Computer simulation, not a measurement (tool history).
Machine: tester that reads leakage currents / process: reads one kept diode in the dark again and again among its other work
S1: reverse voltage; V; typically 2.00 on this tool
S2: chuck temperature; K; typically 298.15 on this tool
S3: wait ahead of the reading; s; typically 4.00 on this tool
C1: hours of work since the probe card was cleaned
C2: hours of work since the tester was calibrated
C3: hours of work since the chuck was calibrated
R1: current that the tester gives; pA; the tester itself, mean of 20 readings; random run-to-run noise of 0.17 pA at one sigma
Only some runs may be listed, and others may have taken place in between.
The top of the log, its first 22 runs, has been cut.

Run 23, hour 776.0: usual settings but S1 12.15 V; C1 1588; C2 2063; C3 986. Result: R1 99.59 pA.
Run 24, hour 817.7: usual settings but S1 12.15 V; C1 1613; C2 2088; C3 1012. Result: R1 99.54 pA.
Run 25, hour 865.8: usual settings but S1 2.34 V, S2 320.15 K, S3 0.81 s; C1 1642; C2 2117; C3 1041. Result: R1 311.72 pA.
Run 26, hour 892.3: usual settings but S1 3.28 V, S2 302.15 K, S3 3.98 s; C1 1658; C2 2133; C3 1056. Result: R1 89.72 pA.
Run 27, hour 926.1: usual settings but S1 5.82 V, S2 300.15 K, S3 8.51 s; C1 1678; C2 2153; C3 1077. Result: R1 92.70 pA.
Run 28, hour 973.0: usual settings but S1 5.82 V, S2 300.15 K, S3 8.51 s; C1 1707; C2 2181; C3 1105. Result: R1 91.79 pA.
Run 29, hour 1004.1: usual settings but S1 1.07 V, S2 302.15 K, S3 5.42 s; C1 1725; C2 2200; C3 1124. Result: R1 62.30 pA.
At hour 1016.5: chuck's temperature calibrated.
Run 30, hour 1039.5: usual settings but S1 1.01 V, S2 331.15 K, S3 9.72 s; C1 1745; C2 2220; C3 14. Result: R1 501.18 pA.
Run 31, hour 1059.3: usual settings but S1 1.10 V; C1 1757; C2 2232; C3 26. Result: R1 45.86 pA.
Run 32, hour 1096.0: usual settings but S1 1.43 V, S3 2.40 s; C1 1779; C2 2254; C3 48. Result: R1 49.98 pA.
Run 33, hour 1130.3: usual settings but S3 3.39 s; C1 1800; C2 2275; C3 68. Result: R1 55.40 pA.
Run 34, hour 1156.9: usual settings but S1 14.29 V, S3 3.39 s; C1 1816; C2 2290; C3 84. Result: R1 105.99 pA.
Run 35, hour 1177.0: usual settings but S1 3.50 V, S2 314.15 K, S3 1.01 s; C1 1828; C2 2303; C3 97. Result: R1 230.63 pA.
Run 36, hour 1220.8: usual settings but S1 3.50 V, S2 314.15 K, S3 1.01 s; C1 1855; C2 2329; C3 123. Result: R1 229.78 pA.
Run 37, hour 1265.0: usual settings but S1 3.50 V, S2 314.15 K, S3 1.01 s; C1 1881; C2 2356; C3 149. Result: R1 229.73 pA.
Run 38, hour 1313.5: usual settings but S1 4.15 V, S2 302.15 K; C1 1910; C2 2385; C3 179. Result: R1 97.19 pA.
Run 39, hour 1361.3: usual settings but S1 3.47 V, S2 311.15 K, S3 2.06 s; C1 1939; C2 2414; C3 207. Result: R1 183.32 pA.
Run 40, hour 1393.9: usual settings but S3 4.33 s; C1 1959; C2 2433; C3 227. Result: R1 55.83 pA.
Run 41, hour 1420.6: usual settings but S1 2.14 V, S2 310.15 K, S3 6.85 s; C1 1975; C2 2449; C3 243. Result: R1 145.24 pA.

Each row is a separate what-if for the run after 41, all from the same tool condition, not one after another. Results?
Run A, hour 1441.7: usual settings but S1 7.32 V, S3 4.25 s; C1 1987; C2 2462; C3 256. Result: R1 ?.
Run B, hour 1441.7: usual settings but S2 299.15 K, S3 4.63 s; C1 1987; C2 2462; C3 256. Result: R1 ?.
Run C, hour 1441.7: usual settings but S1 2.14 V, S2 308.15 K, S3 6.85 s; C1 1987; C2 2462; C3 256. Result: R1 ?.

run      R1
  A   84.34
  B   60.18
  C  124.62
With the hidden condition removed and each run's random variation left untouched, the same runs would have given:
run      R1
  A   84.31
  B   60.17
  C  124.59

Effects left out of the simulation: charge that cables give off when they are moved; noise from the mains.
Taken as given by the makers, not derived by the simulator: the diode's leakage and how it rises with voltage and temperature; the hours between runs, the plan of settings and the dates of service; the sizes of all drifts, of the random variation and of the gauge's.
